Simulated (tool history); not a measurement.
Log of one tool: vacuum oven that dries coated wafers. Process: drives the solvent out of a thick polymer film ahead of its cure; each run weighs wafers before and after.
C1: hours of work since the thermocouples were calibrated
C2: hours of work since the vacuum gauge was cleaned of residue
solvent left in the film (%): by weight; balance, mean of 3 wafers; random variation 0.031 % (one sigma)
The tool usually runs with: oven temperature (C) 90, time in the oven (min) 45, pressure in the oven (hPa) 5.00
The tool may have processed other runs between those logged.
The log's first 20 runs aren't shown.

run 21 hour=753.6 | oven_temperature_(C)=96 time_in_the_oven_(min)=44 pressure_in_the_oven_(hPa)=3.52 | C1=564 C2=768 | solvent_left_in_the_film_(%)=1.48
run 22 hour=787.8 | oven_temperature_(C)=104 time_in_the_oven_(min)=45 pressure_in_the_oven_(hPa)=5.06 | C1=579 C2=782 | solvent_left_in_the_film_(%)=0.66
run 23 hour=822.1 | oven_temperature_(C)=101 time_in_the_oven_(min)=33 pressure_in_the_oven_(hPa)=18.35 | C1=593 C2=797 | solvent_left_in_the_film_(%)=1.97
run 24 hour=857.1 | oven_temperature_(C)=104 time_in_the_oven_(min)=45 pressure_in_the_oven_(hPa)=10.96 | C1=608 C2=811 | solvent_left_in_the_film_(%)=0.76
run 25 hour=881.2 | oven_temperature_(C)=104 time_in_the_oven_(min)=26 pressure_in_the_oven_(hPa)=10.96 | C1=618 C2=822 | solvent_left_in_the_film_(%)=2.16
run 26 hour=903.1 | oven_temperature_(C)=100 time_in_the_oven_(min)=26 pressure_in_the_oven_(hPa)=2.69 | C1=627 C2=831 | solvent_left_in_the_film_(%)=2.70
run 27 hour=954.5 | oven_temperature_(C)=90 time_in_the_oven_(min)=35 pressure_in_the_oven_(hPa)=9.08 | C1=649 C2=852 | solvent_left_in_the_film_(%)=3.47
run 28 hour=998.4 | oven_temperature_(C)=75 time_in_the_oven_(min)=45 pressure_in_the_oven_(hPa)=4.13 | C1=667 C2=871 | solvent_left_in_the_film_(%)=5.51
run 29 hour=1042.6 | oven_temperature_(C)=86 time_in_the_oven_(min)=35 pressure_in_the_oven_(hPa)=4.13 | C1=686 C2=889 | solvent_left_in_the_film_(%)=4.11
run 30 hour=1090.9 | oven_temperature_(C)=86 time_in_the_oven_(min)=35 pressure_in_the_oven_(hPa)=4.13 | C1=706 C2=910 | solvent_left_in_the_film_(%)=4.24
run 31 hour=1125.1 | oven_temperature_(C)=86 time_in_the_oven_(min)=35 pressure_in_the_oven_(hPa)=4.13 | C1=720 C2=924 | solvent_left_in_the_film_(%)=4.17
run 32 hour=1165.3 | oven_temperature_(C)=94 time_in_the_oven_(min)=24 pressure_in_the_oven_(hPa)=18.85 | C1=737 C2=941 | solvent_left_in_the_film_(%)=4.48
run 33 hour=1204.5 | oven_temperature_(C)=94 time_in_the_oven_(min)=24 pressure_in_the_oven_(hPa)=18.85 | C1=754 C2=957 | solvent_left_in_the_film_(%)=4.48
run 34 hour=1238.5 | oven_temperature_(C)=94 time_in_the_oven_(min)=24 pressure_in_the_oven_(hPa)=18.85 | C1=768 C2=972 | solvent_left_in_the_film_(%)=4.46
run 35 hour=1270.1 | oven_temperature_(C)=94 time_in_the_oven_(min)=24 pressure_in_the_oven_(hPa)=18.85 | C1=781 C2=985 | solvent_left_in_the_film_(%)=4.48
run 36 hour=1315.3 | oven_temperature_(C)=94 time_in_the_oven_(min)=60 pressure_in_the_oven_(hPa)=2.51 | C1=800 C2=1004 | solvent_left_in_the_film_(%)=0.90

5 ways to go on from here, each from the tool as it stands after run 36. What would each give?
run A hour=1341.4 | oven_temperature_(C)=85 time_in_the_oven_(min)=44 pressure_in_the_oven_(hPa)=2.51 | C1=811 C2=1015 | solvent_left_in_the_film_(%)=?
run B hour=1341.4 | oven_temperature_(C)=99 time_in_the_oven_(min)=45 pressure_in_the_oven_(hPa)=2.61 | C1=811 C2=1015 | solvent_left_in_the_film_(%)=?
run C hour=1341.4 | oven_temperature_(C)=94 time_in_the_oven_(min)=35 pressure_in_the_oven_(hPa)=17.31 | C1=811 C2=1015 | solvent_left_in_the_film_(%)=?
run D hour=1341.4 | oven_temperature_(C)=88 time_in_the_oven_(min)=45 pressure_in_the_oven_(hPa)=2.69 | C1=811 C2=1015 | solvent_left_in_the_film_(%)=?
run E hour=1341.4 | oven_temperature_(C)=102 time_in_the_oven_(min)=25 pressure_in_the_oven_(hPa)=11.83 | C1=811 C2=1015 | solvent_left_in_the_film_(%)=?

run=A solvent_left_in_the_film_(%)=3.32
run=B solvent_left_in_the_film_(%)=0.99
run=C solvent_left_in_the_film_(%)=2.89
run=D solvent_left_in_the_film_(%)=2.59
run=E solvent_left_in_the_film_(%)=2.60
The same runs, with their run-to-run variation unchanged, on a tool lacking any hidden condition would have given:
run=A solvent_left_in_the_film_(%)=3.41
run=B solvent_left_in_the_film_(%)=1.03
run=C solvent_left_in_the_film_(%)=2.98
run=D solvent_left_in_the_film_(%)=2.67
run=E solvent_left_in_the_film_(%)=2.69
